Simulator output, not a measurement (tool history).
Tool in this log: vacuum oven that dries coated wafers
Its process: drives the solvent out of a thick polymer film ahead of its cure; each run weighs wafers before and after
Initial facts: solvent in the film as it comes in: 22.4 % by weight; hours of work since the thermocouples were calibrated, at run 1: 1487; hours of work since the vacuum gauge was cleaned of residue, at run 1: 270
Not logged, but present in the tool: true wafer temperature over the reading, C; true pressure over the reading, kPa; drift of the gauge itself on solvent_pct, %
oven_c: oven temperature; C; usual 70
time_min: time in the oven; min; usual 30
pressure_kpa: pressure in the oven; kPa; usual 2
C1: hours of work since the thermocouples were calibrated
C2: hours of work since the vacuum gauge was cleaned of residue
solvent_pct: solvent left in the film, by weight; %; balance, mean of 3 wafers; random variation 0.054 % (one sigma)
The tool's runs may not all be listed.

Run 1, hour 0: usual settings; C1 1487; C2 270. Result: solvent_pct 2.78 %.
Run 2, hour 4.8: usual settings; C1 1490; C2 273. Result: solvent_pct 2.71 %.
Run 3, hour 10.8: usual settings but oven_c 63 C; C1 1493; C2 276. Result: solvent_pct 5.26 %.
Run 4, hour 21: usual settings but time_min 42 min; C1 1499; C2 282. Result: solvent_pct 1.77 %.
Run 5, hour 26.6: usual settings but time_min 42 min; C1 1502; C2 285. Result: solvent_pct 1.81 %.
Run 6, hour 36.7: usual settings but time_min 42 min; C1 1508; C2 290. Result: solvent_pct 1.79 %.
At hour 40.3: oven's thermocouples calibrated.
Run 7, hour 44.8: usual settings but time_min 42 min; C1 3; C2 294. Result: solvent_pct 1.21 %.
Run 8, hour 53.7: usual settings; C1 8; C2 299. Result: solvent_pct 1.89 %.
Run 9, hour 61.9: usual settings; C1 12; C2 303. Result: solvent_pct 1.91 %.
Run 10, hour 70.6: usual settings; C1 17; C2 308. Result: solvent_pct 1.95 %.
Run 11, hour 77.1: usual settings; C1 21; C2 312. Result: solvent_pct 2 %.
Run 12, hour 89.1: usual settings; C1 27; C2 319. Result: solvent_pct 1.88 %.
Run 13, hour 98.4: usual settings; C1 33; C2 324. Result: solvent_pct 1.96 %.
Run 14, hour 104.9: usual settings but pressure_kpa 2.56 kPa; C1 36; C2 327. Result: solvent_pct 2.27 %.
Run 15, hour 111.8: usual settings but pressure_kpa 2.09 kPa; C1 40; C2 331. Result: solvent_pct 1.94 %.
Run 16, hour 120.3: usual settings but pressure_kpa 2.09 kPa; C1 45; C2 336. Result: solvent_pct 1.96 %.
Run 17, hour 131: usual settings but time_min 45 min; C1 51; C2 342. Result: solvent_pct 1.32 %.
Run 18, hour 140.7: usual settings but time_min 45 min; C1 56; C2 347. Result: solvent_pct 1.33 %.
Run 19, hour 151.9: usual settings; C1 62; C2 354. Result: solvent_pct 1.91 %.
Run 20, hour 159.7: usual settings; C1 67; C2 358. Result: solvent_pct 1.84 %.
Run 21, hour 166.4: usual settings but pressure_kpa 2.15 kPa; C1 71; C2 362. Result: solvent_pct 2.04 %.
Run 22, hour 178.4: usual settings but pressure_kpa 4.66 kPa; C1 77; C2 369. Result: solvent_pct 3.23 %.
Run 23, hour 188.5: usual settings but pressure_kpa 4.66 kPa; C1 83; C2 374. Result: solvent_pct 3.15 %.
Run 24, hour 197.2: usual settings but time_min 22 min; C1 88; C2 379. Result: solvent_pct 3.16 %.
Run 25, hour 204.5: usual settings but time_min 22 min; C1 92; C2 383. Result: solvent_pct 3.12 %.
Run 26, hour 213.3: usual settings but oven_c 84 C, time_min 20 min, pressure_kpa 1.17 kPa; C1 97; C2 388. Result: solvent_pct 0.52 %.
Run 27, hour 220.5: usual settings but oven_c 63 C, time_min 46 min, pressure_kpa 4.47 kPa; C1 101; C2 392. Result: solvent_pct 4.03 %.
Run 28, hour 229: usual settings but oven_c 63 C, time_min 46 min, pressure_kpa 2.76 kPa; C1 106; C2 397. Result: solvent_pct 2.86 %.
Run 29, hour 234.3: usual settings but oven_c 57 C, time_min 24 min, pressure_kpa 2.16 kPa; C1 109; C2 400. Result: solvent_pct 8.11 %.
Run 30, hour 244.8: usual settings but oven_c 57 C, time_min 24 min, pressure_kpa 4.3 kPa; C1 114; C2 406. Result: solvent_pct 9.61 %.
Run 31, hour 249.8: usual settings but oven_c 57 C, time_min 25 min, pressure_kpa 2.79 kPa; C1 117; C2 408. Result: solvent_pct 8.31 %.
Run 32, hour 256.5: usual settings but oven_c 63 C, time_min 33 min, pressure_kpa 3.36 kPa; C1 121; C2 412. Result: solvent_pct 4.58 %.
Run 33, hour 264: usual settings but oven_c 75 C, time_min 54 min; C1 125; C2 416. Result: solvent_pct 0.92 %.
Run 34, hour 275.1: usual settings but oven_c 59 C, time_min 18 min; C1 131; C2 423. Result: solvent_pct 8.95 %.
Run 35, hour 280: usual settings but oven_c 59 C, time_min 18 min; C1 134; C2 425. Result: solvent_pct 8.98 %.
Run 36, hour 290.5: usual settings but oven_c 59 C, time_min 18 min; C1 140; C2 431. Result: solvent_pct 8.96 %.
Run 37, hour 296: usual settings but oven_c 72 C, time_min 15 min, pressure_kpa 3.86 kPa; C1 143; C2 434. Result: solvent_pct 5.15 %.
Run 38, hour 306.4: usual settings but oven_c 77 C, time_min 52 min; C1 149; C2 440. Result: solvent_pct 0.76 %.
Run 39, hour 311.5: usual settings but oven_c 61 C, time_min 31 min, pressure_kpa 3.62 kPa; C1 152; C2 443. Result: solvent_pct 5.72 %.
Run 40, hour 319.7: usual settings but oven_c 63 C, time_min 47 min, pressure_kpa 3.64 kPa; C1 156; C2 448. Result: solvent_pct 3.43 %.
Run 41, hour 324.7: usual settings but oven_c 63 C, time_min 47 min, pressure_kpa 3.64 kPa; C1 159; C2 450. Result: solvent_pct 3.49 %.
Run 42, hour 334.3: usual settings but time_min 50 min, pressure_kpa 1.32 kPa; C1 165; C2 456. Result: solvent_pct 0.88 %.
Run 43, hour 339.6: usual settings but oven_c 66 C, time_min 41 min, pressure_kpa 1.49 kPa; C1 168; C2 459. Result: solvent_pct 1.66 %.
Run 44, hour 345.2: usual settings but oven_c 78 C, time_min 41 min, pressure_kpa 1.49 kPa; C1 171; C2 462. Result: solvent_pct 0.6 %.
Run 45, hour 353.3: usual settings but oven_c 82 C, time_min 41 min, pressure_kpa 7.45 kPa; C1 175; C2 466. Result: solvent_pct 2.29 %.
Run 46, hour 360.2: usual settings but oven_c 82 C, time_min 41 min, pressure_kpa 7.45 kPa; C1 179; C2 470. Result: solvent_pct 2.28 %.

Predict each of these 4 candidate next runs independently; none follows another, all start after run 46:
Run A, hour 370.8: usual settings but time_min 42 min, pressure_kpa 6.36 kPa; C1 185; C2 476. Result: solvent_pct ?.
Run B, hour 370.8: usual settings but oven_c 84 C, time_min 41 min, pressure_kpa 2.66 kPa; C1 185; C2 476. Result: solvent_pct ?.
Run C, hour 370.8: usual settings but oven_c 71 C, time_min 41 min, pressure_kpa 7.45 kPa; C1 185; C2 476. Result: solvent_pct ?.
Run D, hour 370.8: usual settings but oven_c 82 C, time_min 42 min, pressure_kpa 7.45 kPa; C1 185; C2 476. Result: solvent_pct ?.

run  solvent_pct
  A         3.57
  B         0.82
  C         3.94
  D         2.24
Without the tool's unlogged condition, the same runs would have read:
run  solvent_pct
  A         3.52
  B          0.8
  C         3.88
  D         2.21

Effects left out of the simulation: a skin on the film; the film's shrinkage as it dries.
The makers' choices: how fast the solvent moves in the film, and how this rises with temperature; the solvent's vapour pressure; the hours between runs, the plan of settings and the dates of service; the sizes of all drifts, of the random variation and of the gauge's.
